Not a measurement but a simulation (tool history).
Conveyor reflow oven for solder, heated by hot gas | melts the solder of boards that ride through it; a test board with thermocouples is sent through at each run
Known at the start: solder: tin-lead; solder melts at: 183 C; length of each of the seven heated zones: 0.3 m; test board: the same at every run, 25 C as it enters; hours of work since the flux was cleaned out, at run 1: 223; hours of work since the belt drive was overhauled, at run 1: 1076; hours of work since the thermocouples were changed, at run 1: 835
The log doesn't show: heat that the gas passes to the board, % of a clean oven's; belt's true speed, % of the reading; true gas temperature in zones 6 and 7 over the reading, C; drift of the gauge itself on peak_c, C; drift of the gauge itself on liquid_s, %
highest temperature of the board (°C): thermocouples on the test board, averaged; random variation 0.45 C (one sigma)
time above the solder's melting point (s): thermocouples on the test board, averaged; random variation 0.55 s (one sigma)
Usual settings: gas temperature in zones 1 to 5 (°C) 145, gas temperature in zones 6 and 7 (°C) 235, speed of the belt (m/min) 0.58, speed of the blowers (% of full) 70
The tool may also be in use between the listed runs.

run	hour	gas temperature in zones 1 to 5 (°C)	gas temperature in zones 6 and 7 (°C)	speed of the belt (m/min)	speed of the blowers (% of full)	hours of work since the flux was cleaned out	hours of work since the belt drive was overhauled	hours of work since the thermocouples were changed	highest temperature of the board (°C)	time above the solder's melting point (s)
1	0	145	235	0.58	70	223	1076	835	215.1	47
2	49.8	145	235	0.58	63	257	1110	869	212.1	45
# hour 92.4: thermocouples of zones 6 and 7 changed
3	98.6	145	235	0.58	63	289	1142	4	210.1	42.9
4	151.7	145	235	0.58	63	325	1178	41	210	42.2
# hour 163.5: flux residue cleaned out of gas plates and filters
5	192	145	235	0.58	70	20	1202	65	214.8	47.5
6	242.5	145	235	0.58	70	54	1237	99	214.9	46.8
7	270.2	145	235	0.58	52	73	1256	118	208.1	40.4
8	299.5	145	235	0.58	70	93	1276	138	214.9	47.7
9	348	145	235	0.58	70	126	1309	172	214.6	47.4
10	387.1	145	235	0.58	70	153	1336	198	214.1	47.5
11	437.1	133	235	0.58	70	187	1370	233	211	41.2
12	473.7	145	233	0.58	70	212	1395	258	212.3	45.3
13	503.1	145	235	0.489	70	232	1415	278	218.5	60.7
14	531	145	235	0.58	70	252	1434	297	213.6	46.1
15	585.4	145	235	0.58	70	289	1472	334	213.6	46.2
16	633	146	224	0.545	64	321	1504	367	205.9	42
# hour 649.8: flux residue cleaned out of gas plates and filters
17	684.3	143	245	0.58	70	24	1536	399	223.6	52.8
18	739.8	145	233	0.58	86	62	1574	436	218.6	50.7
# hour 762.6: belt drive overhauled, speed set with a stopwatch
19	772.8	132	235	0.473	70	81	7	456	219.1	56.3
20	814.3	130	235	0.686	78	110	35	485	206.7	27.9
21	857.6	130	235	0.686	78	140	65	514	206.4	28.1
22	913.5	131	224	0.481	63	178	103	553	205.8	42.8
23	945.3	131	224	0.481	63	200	125	574	206.5	43.6
24	997.5	145	240	0.58	71	235	161	610	218.4	46.7
25	1030.7	133	240	0.543	61	258	184	633	212.9	44.1
26	1074.2	133	240	0.543	61	288	213	663	213.2	43.7
27	1116.6	158	233	0.481	78	317	242	692	221.4	67.6
# hour 1141.6: flux residue cleaned out of gas plates and filters
28	1147.3	145	247	0.649	85	4	260	709	226.3	47.6
29	1192.9	145	247	0.649	85	35	291	741	225.5	47.6

Some steps in highest temperature of the board (°C) between neighbouring runs. How much of each would the tool show without its hidden state too (settings, what came in, random variation), and how much is left for the hidden state, with any gauge scatter that isn't in both results?
Run 4 -> 5: speed of the blowers (% of full) 63 -> 70, flux residue cleaned out of gas plates and filters. highest temperature of the board (°C) +4.8: hidden state +3.4, all else +1.4.
Run 16 -> 17: gas temperature in zones 1 to 5 (°C) 146 -> 143, gas temperature in zones 6 and 7 (°C) 224 -> 245, speed of the belt (m/min) 0.545 -> 0.58, speed of the blowers (% of full) 64 -> 70, flux residue cleaned out of gas plates and filters. highest temperature of the board (°C) +17.7: hidden state +3, all else +14.7.
Run 19 -> 20: gas temperature in zones 1 to 5 (°C) 132 -> 130, speed of the belt (m/min) 0.473 -> 0.686, speed of the blowers (% of full) 70 -> 78. highest temperature of the board (°C) -12.4: hidden state -0.9, all else -11.5.

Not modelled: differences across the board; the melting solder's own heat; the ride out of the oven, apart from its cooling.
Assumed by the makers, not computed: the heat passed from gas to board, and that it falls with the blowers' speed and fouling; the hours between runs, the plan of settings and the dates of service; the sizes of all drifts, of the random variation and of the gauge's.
